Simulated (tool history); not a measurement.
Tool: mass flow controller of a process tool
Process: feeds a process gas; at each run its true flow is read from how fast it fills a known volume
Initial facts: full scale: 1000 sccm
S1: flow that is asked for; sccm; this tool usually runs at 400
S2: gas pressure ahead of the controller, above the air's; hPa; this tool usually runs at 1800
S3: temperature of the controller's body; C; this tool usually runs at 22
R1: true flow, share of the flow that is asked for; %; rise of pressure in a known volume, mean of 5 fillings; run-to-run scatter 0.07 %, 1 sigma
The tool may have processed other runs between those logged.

Run 1, hour 0: usual settings. Result: R1 99.96 %.
Run 2, hour 287.9: usual settings. Result: R1 99.95 %.
Run 3, hour 547.9: usual settings but S3 31 C. Result: R1 99.79 %.
Run 4, hour 1075.8: usual settings but S3 31 C. Result: R1 99.91 %.
Run 5, hour 1492.6: usual settings but S3 31 C. Result: R1 100.06 %.
Run 6, hour 1730.6: usual settings but S3 21 C. Result: R1 100.38 %.
Run 7, hour 2256.8: usual settings. Result: R1 100.51 %.
Run 8, hour 2740.2: usual settings. Result: R1 100.53 %.
Run 9, hour 3058.7: usual settings. Result: R1 100.62 %.
Run 10, hour 3564.8: usual settings. Result: R1 100.86 %.
Run 11, hour 4008.4: usual settings. Result: R1 101.05 %.
Run 12, hour 4459.8: usual settings. Result: R1 100.98 %.
Run 13, hour 4735.9: usual settings. Result: R1 101.19 %.
Run 14, hour 5149.1: usual settings. Result: R1 101.25 %.
Run 15, hour 5578: usual settings. Result: R1 101.42 %.
Run 16, hour 6107: usual settings. Result: R1 101.49 %.
Run 17, hour 6379.5: usual settings. Result: R1 101.53 %.
At hour 6572.1: controller's zero set anew.
Run 18, hour 6859.5: usual settings but S2 2700 hPa. Result: R1 98.26 %.
Run 19, hour 7400.4: usual settings but S2 2700 hPa. Result: R1 98.44 %.
Run 20, hour 7708.6: usual settings but S3 30 C. Result: R1 99.04 %.
Run 21, hour 7977.9: usual settings but S1 544 sccm. Result: R1 99.34 %.
Run 22, hour 8337.7: usual settings. Result: R1 99.25 %.
Run 23, hour 8719.4: usual settings but S3 28 C. Result: R1 99.18 %.
Run 24, hour 8955.2: usual settings but S3 28 C. Result: R1 99.39 %.
Run 25, hour 9266.7: usual settings but S2 2800 hPa. Result: R1 98.75 %.
Run 26, hour 9657.2: usual settings but S1 456 sccm, S2 1710 hPa. Result: R1 99.78 %.
Run 27, hour 10074.1: usual settings but S1 680 sccm, S3 21 C. Result: R1 99.66 %.
Run 28, hour 10463.8: usual settings but S1 924 sccm, S2 1830 hPa, S3 27 C. Result: R1 99.78 %.
Run 29, hour 10986.7: usual settings but S1 591 sccm, S2 1950 hPa, S3 27 C. Result: R1 99.62 %.
Run 30, hour 11394.7: usual settings but S1 184 sccm, S2 2350 hPa, S3 26 C. Result: R1 101.4 %.
Run 31, hour 11725.9: usual settings but S1 184 sccm, S2 2350 hPa, S3 26 C. Result: R1 101.6 %.
Run 32, hour 12177.5: usual settings but S2 2480 hPa, S3 32 C. Result: R1 99.66 %.
Run 33, hour 12624.2: usual settings but S2 2480 hPa, S3 32 C. Result: R1 99.86 %.
Run 34, hour 12966.6: usual settings but S2 2200 hPa, S3 30 C. Result: R1 100.22 %.
Run 35, hour 13239.1: usual settings but S1 109 sccm, S2 2010 hPa, S3 39 C. Result: R1 106.11 %.
Run 36, hour 13630.3: usual settings but S2 1620 hPa, S3 21 C. Result: R1 101.05 %.
Run 37, hour 13864.8: usual settings but S1 545 sccm, S2 1640 hPa, S3 34 C. Result: R1 100.24 %.
Run 38, hour 14155.7: usual settings but S1 204 sccm, S2 2150 hPa. Result: R1 103.05 %.
Run 39, hour 14660.4: usual settings but S1 187 sccm, S2 2710 hPa. Result: R1 103.42 %.
At hour 14734.5: controller's zero set anew.
Run 40, hour 15168: usual settings but S2 1550 hPa. Result: R1 98.41 %.
Run 41, hour 15651.6: usual settings but S1 861 sccm, S3 31 C. Result: R1 98.81 %.
Run 42, hour 16179.4: usual settings but S1 151 sccm, S2 2440 hPa, S3 36 C. Result: R1 97.97 %.
Run 43, hour 16742.5: usual settings but S1 151 sccm, S2 2440 hPa, S3 36 C. Result: R1 98.66 %.
Run 44, hour 17005.7: usual settings but S1 467 sccm, S2 1950 hPa, S3 31 C. Result: R1 98.38 %.
Run 45, hour 17350.8: usual settings but S1 150 sccm, S2 1440 hPa, S3 21 C. Result: R1 100.35 %.
Run 46, hour 17773: usual settings but S1 185 sccm, S2 2550 hPa, S3 33 C. Result: R1 98.95 %.
Run 47, hour 18093.4: usual settings but S3 25 C. Result: R1 99.05 %.

A few steps of R1 between consecutive runs. Split each: what settings, incoming material and random variation would produce without the hidden state, and what is left over for the hidden state, along with gauge scatter present in only one of the two compared results (measured, and without hidden state):
Hidden state present: flow at rest that the sensor doesn't see, % of full scale; true flow over the shown one, %; drift of the gauge itself on true_pct, %.
Run 34 -> 35: S1 400 -> 109, S2 2200 -> 2010, S3 30 -> 39. R1 +5.89 %: hidden state +6.65, all else -0.76.
Run 35 -> 36: S1 109 -> 400, S2 2010 -> 1620, S3 39 -> 21. R1 -5.06 %: hidden state -6.46, all else +1.4.
Run 39 -> 40: S1 187 -> 400, S2 2710 -> 1550, controller's zero set anew. R1 -5.01 %: hidden state -6.2, all else +1.19.
